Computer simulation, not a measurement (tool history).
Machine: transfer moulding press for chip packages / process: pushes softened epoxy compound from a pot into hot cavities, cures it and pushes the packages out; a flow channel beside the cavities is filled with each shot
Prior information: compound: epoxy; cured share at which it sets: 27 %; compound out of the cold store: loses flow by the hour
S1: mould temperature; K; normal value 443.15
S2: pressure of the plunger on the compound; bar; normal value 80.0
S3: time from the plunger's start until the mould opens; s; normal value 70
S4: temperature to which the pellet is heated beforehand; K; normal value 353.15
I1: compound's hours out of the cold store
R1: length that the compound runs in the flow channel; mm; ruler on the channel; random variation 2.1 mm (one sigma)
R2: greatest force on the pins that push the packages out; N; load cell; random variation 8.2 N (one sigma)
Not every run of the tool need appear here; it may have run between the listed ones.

run     day      S1    S2  S3      S4    I1   R1    R2
  1   0.000  443.15  80.0  70  353.15  29.7  490   371
  2   1.000  443.15  80.0  70  353.15  13.4  516   482
      1.446  -- cavities cleaned with cleaning compound and waxed
  3   1.600  443.15  78.7  70  353.15  31.7  482   381
  4   2.212  439.15  78.7  70  353.15  43.3  470   570
      2.629  -- plunger's sealing rings changed
      2.925  -- cavities cleaned with cleaning compound and waxed
  5   2.925  439.15  78.7  70  353.15  36.3  507   476
  6   3.717  439.15  78.7  70  353.15  10.5  550   619
      4.300  -- cavities cleaned with cleaning compound and waxed
  7   4.421  439.15  78.7  70  353.15  31.0  512   531
  8   5.067  443.15  80.0  70  353.15  26.6  516   456
      5.671  -- cavities cleaned with cleaning compound and waxed
  9   5.696  443.15  80.0  73  353.15  10.0  540   369
 10   6.962  443.15  80.0  73  343.15  10.1  538   471
      7.100  -- cavities cleaned with cleaning compound and waxed
 11   7.729  436.15  79.1  58  361.15  43.6  496  1013
      8.554  -- cavities cleaned with cleaning compound and waxed
 12   9.083  443.15  98.0  70  349.15  37.5  543   401
      9.958  -- cavities cleaned with cleaning compound and waxed
 13  10.079  447.15  67.4  70  349.15  37.3  436   323
 14  10.800  447.15  67.4  70  349.15  23.5  454   392
     11.379  -- cavities cleaned with cleaning compound and waxed
 15  11.650  447.15  67.4  70  349.15  36.3  441   336
     12.779  -- cavities cleaned with cleaning compound and waxed
 16  12.833  438.15  67.4  70  349.15   8.8  503   555
 17  13.688  438.15  67.4  70  349.15   8.9  499   669
     14.200  -- cavities cleaned with cleaning compound and waxed
 18  14.471  442.15  90.4  67  351.15  25.0  537   447
     15.608  -- cavities cleaned with cleaning compound and waxed
 19  15.796  442.15  90.4  67  362.15  42.3  504   409

Branching from run 19: 3 alternative next runs. What would each branch give?
  A  16.533  442.15  63.5  67  362.15  31.3   ?   ?
  B  16.533  443.15  79.3  70  353.15  27.4   ?   ?
  C  16.533  435.15  90.4  69  361.15  33.5   ?   ?

run   R1   R2
  A  434  516
  B  490  438
  C  539  799
With no hidden state in the tool, these same runs would have given:
run   R1   R2
  A  453  424
  B  510  357
  C  561  659
